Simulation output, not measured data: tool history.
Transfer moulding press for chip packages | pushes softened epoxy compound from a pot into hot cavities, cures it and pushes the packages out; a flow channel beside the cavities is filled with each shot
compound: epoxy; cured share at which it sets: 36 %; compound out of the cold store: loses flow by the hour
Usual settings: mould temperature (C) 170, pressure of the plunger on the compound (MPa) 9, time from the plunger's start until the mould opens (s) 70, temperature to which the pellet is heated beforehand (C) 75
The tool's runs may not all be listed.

run   hour  mould temperature (C)  pressure of the plunger on the compound (MPa)  time from the plunger's start until the mould opens (s)  temperature to which the pellet is heated beforehand (C)  incoming compound's hours out of the cold store  length that the compound runs in the flow channel (mm)  greatest force on the pins that push the packages out (N)
  1      0                    170                                              9                                                       70                                                        75                                             11.9                                                     721                                                        926
  2   20.6                    174                                              9                                                       70                                                        75                                               38                                                     637                                                        713
      37.7  -- cavities cleaned with cleaning compound and waxed
  3   48.5                    174                                              9                                                       70                                                        75                                             37.9                                                     629                                                        531
  4   68.2                    170                                              9                                                       70                                                        75                                             13.4                                                     708                                                        979
  5   83.7                    170                                              9                                                      106                                                        75                                             47.5                                                     611                                                        596
     101.7  -- cavities cleaned with cleaning compound and waxed
  6  115.5                    170                                              9                                                       70                                                        75                                             47.7                                                     612                                                        748
     134.2  -- plunger's sealing rings changed
  7    140                    170                                              9                                                       70                                                        75                                             15.4                                                     730                                                        963
  8    154                    170                                              9                                                       70                                                        75                                             30.1                                                     687                                                        975
       167  -- cavities cleaned with cleaning compound and waxed
  9  175.4                    170                                              9                                                       70                                                        75                                             30.2                                                     683                                                        659
 10  208.9                    170                                              9                                                      104                                                        75                                             38.5                                                     663                                                        601
     231.1  -- cavities cleaned with cleaning compound and waxed
 11  234.5                    170                                              9                                                       70                                                        75                                             17.3                                                     722                                                        623
 12  253.4                    170                                              9                                                       70                                                        75                                               13                                                     732                                                        912
 13    271                    170                                              9                                                       99                                                        75                                               26                                                     694                                                        610
     294.1  -- cavities cleaned with cleaning compound and waxed
 14    298                    170                                              9                                                      105                                                        75                                             42.5                                                     644                                                        390
 15  318.7                    170                                              9                                                      105                                                        75                                             10.7                                                     730                                                        570
 16  333.8                    170                                              9                                                      105                                                        75                                             24.8                                                     684                                                        591
     356.6  -- cavities cleaned with cleaning compound and waxed
 17  362.4                    171                                           9.92                                                      105                                                        75                                             17.3                                                     741                                                        396
     367.4  -- mould's thermocouples calibrated
 18  383.8                    171                                           9.92                                                      105                                                        75                                             29.3                                                     705                                                        546
 19  403.9                    163                                              9                                                      107                                                        75                                             12.7                                                     739                                                        708
       418  -- mould's thermocouples calibrated, once more
     424.7  -- cavities cleaned with cleaning compound and waxed
 20  429.9                    170                                           10.4                                                       70                                                        76                                               39                                                     698                                                        573
 21  455.6                    174                                          10.17                                                       70                                                        75                                             19.2                                                     722                                                        738
 22  478.7                    174                                          10.17                                                       70                                                        75                                               30                                                     690                                                        797
     489.4  -- cavities cleaned with cleaning compound and waxed
 23  500.5                    170                                           7.25                                                       70                                                        84                                             39.2                                                     570                                                        696
 24  522.6                    163                                              9                                                       70                                                        65                                             47.7                                                     634                                                       1610
     547.1  -- plunger's sealing rings changed
     554.2  -- cavities cleaned with cleaning compound and waxed
 25  560.7                    168                                              9                                                       95                                                        65                                             43.4                                                     668                                                        449
 26  586.5                    173                                              9                                                       54                                                        75                                             29.6                                                     677                                                       1622
 27  602.5                    173                                              9                                                       54                                                        75                                             24.9                                                     694                                                       1846
     618.8  -- cavities cleaned with cleaning compound and waxed
 28  620.7                    173                                              9                                                       54                                                        75                                             41.3                                                     631                                                        956

Forecast each of these 3 alternatives for the next run:
  A  645.1                    165                                           9.18                                                       70                                                        78                                             21.5                                                       ?                                                          ?
  B  645.1                    173                                              9                                                       59                                                        75                                               22                                                       ?                                                          ?
  C  645.1                    177                                              9                                                       51                                                        75                                             15.7                                                       ?                                                          ?

run  length that the compound runs in the flow channel (mm)  greatest force on the pins that push the packages out (N)
  A                                                     734                                                       1307
  B                                                     694                                                       1233
  C                                                     704                                                       1514
Without the tool's hidden state the same runs would have given:
run  length that the compound runs in the flow channel (mm)  greatest force on the pins that push the packages out (N)
  A                                                     743                                                        712
  B                                                     703                                                        669
  C                                                     712                                                        826
